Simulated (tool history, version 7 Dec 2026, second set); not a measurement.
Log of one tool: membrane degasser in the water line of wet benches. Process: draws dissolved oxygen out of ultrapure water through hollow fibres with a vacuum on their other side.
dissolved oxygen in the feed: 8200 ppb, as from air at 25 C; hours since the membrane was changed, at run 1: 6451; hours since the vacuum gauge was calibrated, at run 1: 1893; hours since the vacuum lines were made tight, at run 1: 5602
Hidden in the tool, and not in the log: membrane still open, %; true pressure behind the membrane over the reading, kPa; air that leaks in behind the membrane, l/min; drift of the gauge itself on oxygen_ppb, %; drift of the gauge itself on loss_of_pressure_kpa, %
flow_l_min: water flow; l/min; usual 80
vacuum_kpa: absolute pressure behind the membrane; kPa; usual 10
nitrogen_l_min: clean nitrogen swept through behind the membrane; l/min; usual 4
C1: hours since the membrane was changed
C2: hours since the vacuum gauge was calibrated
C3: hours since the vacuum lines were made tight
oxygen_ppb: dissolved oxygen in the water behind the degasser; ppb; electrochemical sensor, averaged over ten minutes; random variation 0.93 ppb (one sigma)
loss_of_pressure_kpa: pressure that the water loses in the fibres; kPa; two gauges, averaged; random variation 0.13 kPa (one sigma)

Run 1, hour 0: usual settings; C1 6451; C2 1893; C3 5602. Result: oxygen_ppb 321.4 ppb, loss_of_pressure_kpa 41.49 kPa.
Run 2, hour 148.7: usual settings; C1 6600; C2 2041; C3 5751. Result: oxygen_ppb 324.5 ppb, loss_of_pressure_kpa 41.76 kPa.
Run 3, hour 298.9: usual settings; C1 6750; C2 2192; C3 5901. Result: oxygen_ppb 325.2 ppb, loss_of_pressure_kpa 41.71 kPa.
Run 4, hour 388: usual settings but nitrogen_l_min 2.84 l/min; C1 6839; C2 2281; C3 5990. Result: oxygen_ppb 422.8 ppb, loss_of_pressure_kpa 41.65 kPa.
Run 5, hour 490.4: usual settings but nitrogen_l_min 2.84 l/min; C1 6941; C2 2383; C3 6093. Result: oxygen_ppb 425.8 ppb, loss_of_pressure_kpa 41.52 kPa.
Run 6, hour 633.4: usual settings but vacuum_kpa 10.2 kPa; C1 7084; C2 2526; C3 6236. Result: oxygen_ppb 330.7 ppb, loss_of_pressure_kpa 41.32 kPa.
Run 7, hour 730.8: usual settings but vacuum_kpa 10.2 kPa; C1 7182; C2 2623; C3 6333. Result: oxygen_ppb 333.4 ppb, loss_of_pressure_kpa 41.83 kPa.
Run 8, hour 832.5: usual settings but vacuum_kpa 10.2 kPa; C1 7283; C2 2725; C3 6435. Result: oxygen_ppb 333.1 ppb, loss_of_pressure_kpa 41.73 kPa.
Run 9, hour 937.3: usual settings but vacuum_kpa 10.2 kPa; C1 7388; C2 2830; C3 6540. Result: oxygen_ppb 333.3 ppb, loss_of_pressure_kpa 41.66 kPa.
Run 10, hour 1038.9: usual settings but vacuum_kpa 10.2 kPa; C1 7490; C2 2932; C3 6641. Result: oxygen_ppb 333.4 ppb, loss_of_pressure_kpa 41.71 kPa.
Run 11, hour 1160.6: usual settings; C1 7611; C2 3053; C3 6763. Result: oxygen_ppb 326.1 ppb, loss_of_pressure_kpa 41.81 kPa.
Run 12, hour 1241.8: usual settings; C1 7693; C2 3135; C3 6844. Result: oxygen_ppb 328.2 ppb, loss_of_pressure_kpa 41.61 kPa.
Run 13, hour 1413.1: usual settings but flow_l_min 59 l/min; C1 7864; C2 3306; C3 7015. Result: oxygen_ppb 242.2 ppb, loss_of_pressure_kpa 30.98 kPa.
Run 14, hour 1553.1: usual settings but flow_l_min 59 l/min, vacuum_kpa 11.8 kPa, nitrogen_l_min 6.06 l/min; C1 8004; C2 3446; C3 7155. Result: oxygen_ppb 208 ppb, loss_of_pressure_kpa 30.79 kPa.
Run 15, hour 1661: usual settings but flow_l_min 121 l/min, vacuum_kpa 11.8 kPa, nitrogen_l_min 6.85 l/min; C1 8112; C2 3554; C3 7263. Result: oxygen_ppb 408.5 ppb, loss_of_pressure_kpa 63.33 kPa.
Run 16, hour 1733.3: usual settings but flow_l_min 92 l/min, vacuum_kpa 8.6 kPa, nitrogen_l_min 7.29 l/min; C1 8184; C2 3626; C3 7336. Result: oxygen_ppb 197.9 ppb, loss_of_pressure_kpa 48.01 kPa.
At hour 1745.3: vacuum gauge calibrated.
Run 17, hour 1850.2: usual settings but flow_l_min 92 l/min, vacuum_kpa 8.6 kPa, nitrogen_l_min 7.29 l/min; C1 8301; C2 105; C3 7452. Result: oxygen_ppb 202.6 ppb, loss_of_pressure_kpa 48.04 kPa.
Run 18, hour 1945.7: usual settings but flow_l_min 92 l/min, vacuum_kpa 8.6 kPa, nitrogen_l_min 7.29 l/min; C1 8396; C2 200; C3 7547. Result: oxygen_ppb 202.6 ppb, loss_of_pressure_kpa 47.87 kPa.
Run 19, hour 2087: usual settings but flow_l_min 92 l/min, vacuum_kpa 8.6 kPa, nitrogen_l_min 7.29 l/min; C1 8537; C2 342; C3 7689. Result: oxygen_ppb 203.3 ppb, loss_of_pressure_kpa 48.06 kPa.
Run 20, hour 2255.1: usual settings but flow_l_min 92 l/min, vacuum_kpa 8.6 kPa, nitrogen_l_min 7.29 l/min; C1 8705; C2 510; C3 7857. Result: oxygen_ppb 203 ppb, loss_of_pressure_kpa 48.41 kPa.
Run 21, hour 2381.1: usual settings but flow_l_min 101 l/min, vacuum_kpa 11.3 kPa, nitrogen_l_min 1.68 l/min; C1 8831; C2 636; C3 7983. Result: oxygen_ppb 899 ppb, loss_of_pressure_kpa 52.94 kPa.
Run 22, hour 2541: usual settings but vacuum_kpa 9 kPa, nitrogen_l_min 6.95 l/min; C1 8991; C2 796; C3 8143. Result: oxygen_ppb 190 ppb, loss_of_pressure_kpa 41.98 kPa.
At hour 2630.7: vacuum gauge calibrated, once more.
Run 23, hour 2693.4: usual settings but flow_l_min 86 l/min, vacuum_kpa 9.6 kPa, nitrogen_l_min 11.16 l/min; C1 9143; C2 63; C3 8295. Result: oxygen_ppb 144.6 ppb, loss_of_pressure_kpa 45.14 kPa.
Run 24, hour 2790.3: usual settings but vacuum_kpa 18.8 kPa; C1 9240; C2 160; C3 8392. Result: oxygen_ppb 668.3 ppb, loss_of_pressure_kpa 41.93 kPa.
Run 25, hour 2895.6: usual settings but vacuum_kpa 15.5 kPa, nitrogen_l_min 9.99 l/min; C1 9345; C2 265; C3 8497. Result: oxygen_ppb 253.6 ppb, loss_of_pressure_kpa 41.91 kPa.
Run 26, hour 3036.4: usual settings but vacuum_kpa 15.6 kPa, nitrogen_l_min 9.33 l/min; C1 9486; C2 406; C3 8638. Result: oxygen_ppb 269.4 ppb, loss_of_pressure_kpa 42.11 kPa.

Forecast each of these 5 alternatives for the next run:
Run A, hour 3118.4: usual settings but vacuum_kpa 15.6 kPa, nitrogen_l_min 6.22 l/min; C1 9568; C2 488; C3 8720. Result: oxygen_ppb ?, loss_of_pressure_kpa ?.
Run B, hour 3118.4: usual settings but flow_l_min 122 l/min, vacuum_kpa 10.7 kPa, nitrogen_l_min 1.86 l/min; C1 9568; C2 488; C3 8720. Result: oxygen_ppb ?, loss_of_pressure_kpa ?.
Run C, hour 3118.4: usual settings but flow_l_min 117 l/min, vacuum_kpa 10.9 kPa, nitrogen_l_min 10.09 l/min; C1 9568; C2 488; C3 8720. Result: oxygen_ppb ?, loss_of_pressure_kpa ?.
Run D, hour 3118.4: usual settings but flow_l_min 94 l/min, vacuum_kpa 17 kPa, nitrogen_l_min 7.05 l/min; C1 9568; C2 488; C3 8720. Result: oxygen_ppb ?, loss_of_pressure_kpa ?.
Run E, hour 3118.4: usual settings but flow_l_min 91 l/min; C1 9568; C2 488; C3 8720. Result: oxygen_ppb ?, loss_of_pressure_kpa ?.

run  oxygen_ppb  loss_of_pressure_kpa
  A       377.2                 42.02
  B       873.1                 64.22
  C       269.3                 61.71
  D       443.6                 49.38
  E       360.9                 47.56
Without the tool's hidden state the same runs would have given:
run  oxygen_ppb  loss_of_pressure_kpa
  A       370.1                 40.42
  B       861.8                 61.78
  C       256.7                 59.36
  D       434.4                  47.5
  E       352.7                 45.74

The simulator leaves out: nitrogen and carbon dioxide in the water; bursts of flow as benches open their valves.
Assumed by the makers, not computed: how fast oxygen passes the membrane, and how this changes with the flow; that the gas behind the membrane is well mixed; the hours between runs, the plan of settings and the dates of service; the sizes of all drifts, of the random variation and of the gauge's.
